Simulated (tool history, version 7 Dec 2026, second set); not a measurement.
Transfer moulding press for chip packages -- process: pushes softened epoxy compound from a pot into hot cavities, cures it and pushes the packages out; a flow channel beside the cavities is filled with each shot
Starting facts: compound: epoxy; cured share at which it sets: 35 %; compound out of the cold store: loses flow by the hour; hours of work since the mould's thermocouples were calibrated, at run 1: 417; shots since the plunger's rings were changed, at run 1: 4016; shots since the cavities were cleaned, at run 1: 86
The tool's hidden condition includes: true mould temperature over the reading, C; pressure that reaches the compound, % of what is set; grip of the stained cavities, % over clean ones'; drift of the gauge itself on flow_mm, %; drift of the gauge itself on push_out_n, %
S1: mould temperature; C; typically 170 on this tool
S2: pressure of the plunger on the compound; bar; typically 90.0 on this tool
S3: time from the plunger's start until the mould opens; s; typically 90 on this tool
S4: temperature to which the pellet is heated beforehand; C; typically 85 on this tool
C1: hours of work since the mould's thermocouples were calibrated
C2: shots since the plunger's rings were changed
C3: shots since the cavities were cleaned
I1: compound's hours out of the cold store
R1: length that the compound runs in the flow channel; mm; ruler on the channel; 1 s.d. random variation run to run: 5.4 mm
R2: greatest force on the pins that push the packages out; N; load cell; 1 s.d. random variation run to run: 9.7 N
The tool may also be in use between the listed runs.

{"run": 1, "hour": 0.0, "S1": 170, "S2": 90.0, "S3": 90, "S4": 85, "C1": 417, "C2": 4016, "C3": 86, "I1": 9.8, "R1": 831, "R2": 579}
{"run": 2, "hour": 11.9, "S1": 170, "S2": 90.0, "S3": 90, "S4": 85, "C1": 426, "C2": 4206, "C3": 276, "I1": 13.7, "R1": 809, "R2": 740}
{"run": 3, "hour": 24.2, "S1": 170, "S2": 90.0, "S3": 90, "S4": 85, "C1": 436, "C2": 4402, "C3": 472, "I1": 25.1, "R1": 755, "R2": 786}
{"run": 4, "hour": 36.0, "S1": 166, "S2": 90.0, "S3": 90, "S4": 85, "C1": 445, "C2": 4590, "C3": 660, "I1": 29.2, "R1": 751, "R2": 1145}
{"run": 5, "hour": 42.1, "S1": 170, "S2": 90.0, "S3": 84, "S4": 85, "C1": 450, "C2": 4687, "C3": 757, "I1": 9.5, "R1": 814, "R2": 1176}
{"run": 6, "hour": 48.3, "S1": 170, "S2": 90.0, "S3": 90, "S4": 85, "C1": 455, "C2": 4785, "C3": 855, "I1": 11.1, "R1": 806, "R2": 1000}
{"run": 7, "hour": 56.5, "S1": 170, "S2": 90.0, "S3": 90, "S4": 85, "C1": 462, "C2": 4916, "C3": 986, "I1": 34.5, "R1": 717, "R2": 939}
{"hour": 62.6, "done": "cavities cleaned with cleaning compound and waxed"}
{"run": 8, "hour": 68.3, "S1": 170, "S2": 90.0, "S3": 117, "S4": 85, "C1": 470, "C2": 5080, "C3": 91, "I1": 38.4, "R1": 687, "R2": 770}
{"run": 9, "hour": 75.4, "S1": 170, "S2": 90.0, "S3": 90, "S4": 77, "C1": 475, "C2": 5194, "C3": 205, "I1": 28.8, "R1": 728, "R2": 1229}
{"run": 10, "hour": 85.7, "S1": 170, "S2": 90.0, "S3": 90, "S4": 77, "C1": 484, "C2": 5358, "C3": 369, "I1": 23.0, "R1": 755, "R2": 1172}
{"hour": 97.1, "done": "plunger's sealing rings changed"}
{"run": 11, "hour": 98.4, "S1": 170, "S2": 69.4, "S3": 90, "S4": 85, "C1": 492, "C2": 19, "C3": 530, "I1": 48.0, "R1": 611, "R2": 1035}
{"run": 12, "hour": 110.2, "S1": 170, "S2": 69.4, "S3": 90, "S4": 85, "C1": 501, "C2": 207, "C3": 718, "I1": 8.0, "R1": 779, "R2": 1213}
{"hour": 118.1, "done": "cavities cleaned with cleaning compound and waxed, once more"}
{"run": 13, "hour": 119.4, "S1": 170, "S2": 90.0, "S3": 90, "S4": 85, "C1": 507, "C2": 331, "C3": 21, "I1": 37.5, "R1": 740, "R2": 452}
{"run": 14, "hour": 131.2, "S1": 170, "S2": 90.0, "S3": 90, "S4": 85, "C1": 516, "C2": 518, "C3": 208, "I1": 8.2, "R1": 864, "R2": 705}
{"run": 15, "hour": 145.4, "S1": 170, "S2": 90.0, "S3": 90, "S4": 85, "C1": 528, "C2": 745, "C3": 435, "I1": 10.2, "R1": 872, "R2": 856}
{"run": 16, "hour": 156.1, "S1": 170, "S2": 90.0, "S3": 90, "S4": 85, "C1": 536, "C2": 915, "C3": 605, "I1": 14.5, "R1": 853, "R2": 911}
{"run": 17, "hour": 162.8, "S1": 166, "S2": 90.0, "S3": 85, "S4": 87, "C1": 541, "C2": 1023, "C3": 713, "I1": 20.2, "R1": 824, "R2": 1411}
{"run": 18, "hour": 174.5, "S1": 176, "S2": 80.4, "S3": 99, "S4": 76, "C1": 551, "C2": 1208, "C3": 898, "I1": 11.5, "R1": 781, "R2": 626}
{"run": 19, "hour": 184.0, "S1": 170, "S2": 90.0, "S3": 76, "S4": 89, "C1": 558, "C2": 1359, "C3": 1049, "I1": 23.6, "R1": 795, "R2": 1483}
{"hour": 186.2, "done": "cavities cleaned with cleaning compound and waxed"}
{"run": 20, "hour": 191.8, "S1": 170, "S2": 105.4, "S3": 76, "S4": 90, "C1": 563, "C2": 1461, "C3": 90, "I1": 18.0, "R1": 883, "R2": 870}
{"run": 21, "hour": 205.3, "S1": 170, "S2": 90.0, "S3": 89, "S4": 82, "C1": 574, "C2": 1675, "C3": 304, "I1": 16.9, "R1": 819, "R2": 783}
{"run": 22, "hour": 211.8, "S1": 170, "S2": 90.0, "S3": 89, "S4": 82, "C1": 579, "C2": 1779, "C3": 408, "I1": 26.7, "R1": 779, "R2": 808}
{"run": 23, "hour": 223.1, "S1": 170, "S2": 101.5, "S3": 90, "S4": 85, "C1": 588, "C2": 1960, "C3": 589, "I1": 44.0, "R1": 752, "R2": 790}
{"run": 24, "hour": 230.0, "S1": 178, "S2": 75.9, "S3": 79, "S4": 95, "C1": 594, "C2": 2069, "C3": 698, "I1": 25.7, "R1": 688, "R2": 693}
{"run": 25, "hour": 237.2, "S1": 174, "S2": 80.0, "S3": 91, "S4": 78, "C1": 599, "C2": 2184, "C3": 813, "I1": 12.7, "R1": 771, "R2": 756}
{"run": 26, "hour": 248.5, "S1": 168, "S2": 83.1, "S3": 91, "S4": 76, "C1": 608, "C2": 2364, "C3": 993, "I1": 15.5, "R1": 787, "R2": 1163}
{"hour": 251.2, "done": "mould's thermocouples calibrated"}
{"hour": 256.5, "done": "cavities cleaned with cleaning compound and waxed"}
{"run": 27, "hour": 265.0, "S1": 168, "S2": 83.1, "S3": 91, "S4": 76, "C1": 10, "C2": 2571, "C3": 136, "I1": 19.4, "R1": 763, "R2": 658}
{"run": 28, "hour": 273.9, "S1": 168, "S2": 83.1, "S3": 91, "S4": 76, "C1": 17, "C2": 2713, "C3": 278, "I1": 24.5, "R1": 752, "R2": 750}

Each row is a separate what-if for the run after 28, all from the same tool condition, not one after another. Results?
{"run": "A", "hour": 286.1, "S1": 166, "S2": 83.1, "S3": 91, "S4": 75, "C1": 26, "C2": 2906, "C3": 471, "I1": 36.1, "R1": "?", "R2": "?"}
{"run": "B", "hour": 286.1, "S1": 170, "S2": 90.0, "S3": 80, "S4": 85, "C1": 26, "C2": 2906, "C3": 471, "I1": 16.3, "R1": "?", "R2": "?"}
{"run": "C", "hour": 286.1, "S1": 168, "S2": 78.4, "S3": 91, "S4": 76, "C1": 26, "C2": 2906, "C3": 471, "I1": 30.9, "R1": "?", "R2": "?"}
{"run": "D", "hour": 286.1, "S1": 168, "S2": 102.7, "S3": 120, "S4": 85, "C1": 26, "C2": 2906, "C3": 471, "I1": 31.6, "R1": "?", "R2": "?"}
{"run": "E", "hour": 286.1, "S1": 162, "S2": 90.0, "S3": 107, "S4": 95, "C1": 26, "C2": 2906, "C3": 471, "I1": 39.5, "R1": "?", "R2": "?"}

run=A R1=710 R2=980
run=B R1=800 R2=1089
run=C R1=705 R2=843
run=D R1=796 R2=538
run=E R1=736 R2=831
Take away the tool's hidden state, keep each run's random variation, and the runs would have read:
run=A R1=737 R2=542
run=B R1=831 R2=603
run=C R1=732 R2=467
run=D R1=827 R2=299
run=E R1=764 R2=462
